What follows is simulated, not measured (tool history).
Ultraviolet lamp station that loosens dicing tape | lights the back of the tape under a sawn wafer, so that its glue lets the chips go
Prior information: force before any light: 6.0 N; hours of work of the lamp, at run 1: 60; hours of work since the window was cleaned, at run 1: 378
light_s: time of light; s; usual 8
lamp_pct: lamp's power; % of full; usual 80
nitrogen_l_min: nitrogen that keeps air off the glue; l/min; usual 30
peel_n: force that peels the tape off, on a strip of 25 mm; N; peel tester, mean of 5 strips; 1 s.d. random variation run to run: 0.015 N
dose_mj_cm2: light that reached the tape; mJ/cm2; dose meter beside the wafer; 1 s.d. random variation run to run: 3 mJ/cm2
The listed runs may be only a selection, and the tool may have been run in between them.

| run | day | light_s | lamp_pct | nitrogen_l_min | hours of work of the lamp | hours of work since the window was cleaned | peel_n | dose_mj_cm2 |
|---|---|---|---|---|---|---|---|---|
| 1 | 0.000 | 8 | 80 | 30 | 60 | 378 | 0.784 | 423 |
| 2 | 0.408 | 8 | 80 | 37 | 65 | 383 | 0.670 | 421 |
| 3 | 0.596 | 8 | 80 | 30 | 67 | 385 | 0.769 | 423 |
| 4 | 0.846 | 8 | 80 | 30 | 70 | 388 | 0.805 | 423 |
| 5 | 1.158 | 6 | 80 | 30 | 74 | 392 | 1.257 | 316 |
| 6 | 1.358 | 8 | 80 | 39 | 76 | 394 | 0.689 | 419 |
| 7 | 1.700 | 8 | 80 | 39 | 80 | 398 | 0.689 | 420 |
| 8 | 1.962 | 6 | 77 | 30 | 83 | 401 | 1.334 | 304 |
| 9 | 2.188 | 6 | 77 | 30 | 86 | 404 | 1.313 | 306 |
| 10 | 2.446 | 5 | 83 | 21 | 89 | 407 | 1.789 | 271 |
| 11 | 2.667 | 7 | 91 | 13 | 91 | 409 | 1.327 | 420 |
| 12 | 3.042 | 13 | 91 | 19 | 96 | 414 | 0.364 | 766 |
| 13 | 3.233 | 13 | 91 | 19 | 98 | 416 | 0.352 | 775 |
| 14 | 3.629 | 13 | 66 | 41 | 103 | 420 | 0.396 | 560 |

Forecast each of these 4 alternatives for the next run:
| A | 3.942 | 13 | 88 | 41 | 106 | 424 | ? | ? |
| B | 3.942 | 10 | 66 | 41 | 106 | 424 | ? | ? |
| C | 3.942 | 5 | 78 | 30 | 106 | 424 | ? | ? |
| D | 3.942 | 14 | 60 | 42 | 106 | 424 | ? | ? |

| run | peel_n | dose_mj_cm2 |
|---|---|---|
| A | 0.260 | 747 |
| B | 0.607 | 429 |
| C | 1.671 | 251 |
| D | 0.398 | 544 |
The same runs, with their run-to-run variation unchanged, on a tool lacking any hidden condition would have given:
| run | peel_n | dose_mj_cm2 |
|---|---|---|
| A | 0.246 | 788 |
| B | 0.549 | 453 |
| C | 1.561 | 265 |
| D | 0.362 | 574 |
